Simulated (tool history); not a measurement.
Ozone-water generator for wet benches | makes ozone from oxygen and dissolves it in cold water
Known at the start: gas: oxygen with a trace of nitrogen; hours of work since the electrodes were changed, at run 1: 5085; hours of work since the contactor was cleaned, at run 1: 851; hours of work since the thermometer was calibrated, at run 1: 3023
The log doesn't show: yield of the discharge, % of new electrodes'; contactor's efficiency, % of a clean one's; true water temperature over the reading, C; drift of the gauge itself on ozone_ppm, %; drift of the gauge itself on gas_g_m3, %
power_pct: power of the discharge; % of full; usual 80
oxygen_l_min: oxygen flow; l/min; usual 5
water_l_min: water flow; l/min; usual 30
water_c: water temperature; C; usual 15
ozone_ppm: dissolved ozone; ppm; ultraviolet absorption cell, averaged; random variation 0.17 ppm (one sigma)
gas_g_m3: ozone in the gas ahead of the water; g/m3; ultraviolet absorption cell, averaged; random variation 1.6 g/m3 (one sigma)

| run | hour | power_pct | oxygen_l_min | water_l_min | water_c | hours of work since the electrodes were changed | hours of work since the contactor was cleaned | hours of work since the thermometer was calibrated | ozone_ppm | gas_g_m3 |
|---|---|---|---|---|---|---|---|---|---|---|
| 1 | 0 | 80 | 5 | 30 | 15 | 5085 | 851 | 3023 | 20.7 | 277.6 |
| 2 | 183.6 | 80 | 5 | 30 | 15 | 5264 | 1030 | 3202 | 20.6 | 273 |
| 3 | 283.9 | 80 | 5 | 30 | 15 | 5362 | 1128 | 3299 | 20.6 | 275.3 |
| 4 | 409.5 | 80 | 5 | 30 | 13 | 5484 | 1250 | 3422 | 21 | 275.8 |
| 5 | 505.2 | 80 | 5 | 30 | 10 | 5577 | 1343 | 3515 | 21.6 | 269.9 |
|  | 574.9 | water thermometer calibrated |
| 6 | 644.9 | 80 | 5.55 | 30 | 15 | 5713 | 1479 | 68 | 20.6 | 256.4 |
| 7 | 771.2 | 80 | 5.55 | 30 | 15 | 5836 | 1602 | 191 | 20.6 | 253.7 |
| 8 | 926.1 | 80 | 5 | 42 | 15 | 5987 | 1753 | 342 | 14.2 | 271.8 |
| 9 | 1094.8 | 80 | 5 | 30 | 22 | 6151 | 1917 | 506 | 18.9 | 269.1 |
| 10 | 1194.3 | 80 | 5 | 30 | 15 | 6248 | 2014 | 603 | 20.4 | 270.2 |
| 11 | 1306.2 | 80 | 5 | 30 | 15 | 6357 | 2123 | 712 | 20.5 | 268.6 |
| 12 | 1504.6 | 80 | 5 | 30 | 15 | 6550 | 2316 | 906 | 20.3 | 270.4 |
| 13 | 1603 | 80 | 5 | 30 | 15 | 6646 | 2412 | 1001 | 20.2 | 269.4 |
| 14 | 1793.9 | 80 | 5 | 30 | 8 | 6832 | 2598 | 1187 | 21.4 | 269.1 |
| 15 | 1928.5 | 67 | 5 | 30 | 12 | 6963 | 2729 | 1318 | 17.8 | 231.2 |
| 16 | 2040 | 60 | 5.63 | 30 | 8 | 7072 | 2838 | 1427 | 17.1 | 195.8 |
| 17 | 2158.1 | 60 | 4.31 | 27 | 13 | 7187 | 2953 | 1542 | 17.9 | 229.8 |
| 18 | 2355 | 94 | 4.88 | 35 | 15 | 7379 | 3145 | 1734 | 19.1 | 307.4 |
| 19 | 2470.4 | 98 | 5.62 | 30 | 15 | 7491 | 3257 | 1846 | 23.5 | 292.6 |
| 20 | 2556.1 | 98 | 5.62 | 30 | 15 | 7575 | 3340 | 1930 | 23.1 | 290.7 |
| 21 | 2741 | 80 | 6.81 | 30 | 11 | 7755 | 3521 | 2110 | 20.8 | 217.7 |
| 22 | 2935.4 | 53 | 2.61 | 30 | 22 | 7944 | 3710 | 2299 | 12.5 | 283.4 |
| 23 | 3026.3 | 72 | 2.61 | 30 | 22 | 8033 | 3798 | 2388 | 16.2 | 367.2 |
| 24 | 3196 | 42 | 5 | 30 | 14 | 8198 | 3964 | 2553 | 11.4 | 155.4 |
| 25 | 3285.7 | 42 | 5 | 30 | 14 | 8285 | 4051 | 2640 | 11.7 | 156.8 |
| 26 | 3478.4 | 76 | 3.45 | 37 | 15 | 8473 | 4239 | 2828 | 14.3 | 318.1 |
| 27 | 3612 | 95 | 4.08 | 35 | 23 | 8603 | 4369 | 2958 | 17.2 | 342.1 |

Forecast each of these 4 alternatives for the next run:
| A | 3707.9 | 95 | 4.08 | 26 | 23 | 8697 | 4462 | 3052 | ? | ? |
| B | 3707.9 | 51 | 3.13 | 20 | 15 | 8697 | 4462 | 3052 | ? | ? |
| C | 3707.9 | 66 | 4.08 | 35 | 21 | 8697 | 4462 | 3052 | ? | ? |
| D | 3707.9 | 47 | 2.51 | 35 | 14 | 8697 | 4462 | 3052 | ? | ? |

| run | ozone_ppm | gas_g_m3 |
|---|---|---|
| A | 23.2 | 339.1 |
| B | 19.8 | 245.4 |
| C | 13.2 | 255.4 |
| D | 9.8 | 263 |
Without the tool's hidden state the same runs would have given:
| run | ozone_ppm | gas_g_m3 |
|---|---|---|
| A | 27.7 | 393.3 |
| B | 22.2 | 267.4 |
| C | 15.2 | 285.6 |
| D | 10.9 | 284.3 |
